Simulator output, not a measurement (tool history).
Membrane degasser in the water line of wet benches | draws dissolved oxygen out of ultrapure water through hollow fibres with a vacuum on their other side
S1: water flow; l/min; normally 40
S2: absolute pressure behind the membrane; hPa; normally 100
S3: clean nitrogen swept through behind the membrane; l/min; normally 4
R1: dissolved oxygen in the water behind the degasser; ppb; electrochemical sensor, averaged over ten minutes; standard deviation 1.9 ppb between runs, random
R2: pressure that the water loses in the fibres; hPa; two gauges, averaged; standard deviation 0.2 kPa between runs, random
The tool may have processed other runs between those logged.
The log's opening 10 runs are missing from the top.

run,hour,S1,S2,S3,R1,R2
11,948,40,100,4,196.5,420.5
12,1057,40,100,5.64,147.2,421.2
# hour 1115.2: gauge calibrated
13,1154.6,40,100,5.64,150,427.1
14,1234,40,100,5.64,149.3,426.5
15,1359,40,100,5.64,150.9,425.4
16,1466.4,40,100,4,195,427.2
17,1534.3,30,100,4.46,124.9,319.4
18,1642.5,54,246,3.4,782.5,572.3
19,1757,40,103,9.02,112.1,420.8
20,1862.5,26,120,9.54,67.7,271.6
21,1931.5,26,125,9.54,71.3,271.1
22,2061.5,34,74,6.01,79.8,355.5
23,2122.5,40,199,2.75,558.4,416.6
24,2257.1,36,127,11.66,99.4,375
25,2324.3,36,127,11.66,98.4,373.5
26,2460.9,36,127,11.66,99.1,375.5
27,2530.4,36,91,11.66,70.9,371.6
28,2591.1,36,91,11.66,72.1,369.6
29,2716.9,38,135,3.75,266.8,391.5
30,2801.3,57,100,3.73,316.9,584.4
31,2939,57,100,3.73,313.9,584.6

What if the next run were any one of these 4? Each begins from the tool's condition after run 31:
A,3057,40,104,4,?,?
B,3057,40,100,10.47,?,?
C,3057,40,126,2.23,?,?
D,3057,40,100,7.27,?,?

run,R1,R2
A,199.2,412.8
B,100.3,411.4
C,395.2,412.8
D,127.1,409.9
Stripped of hidden state, with their random variation kept, the same runs would have yielded:
run,R1,R2
A,199,431.6
B,100.2,430.2
C,394.8,431.7
D,126.9,428.8
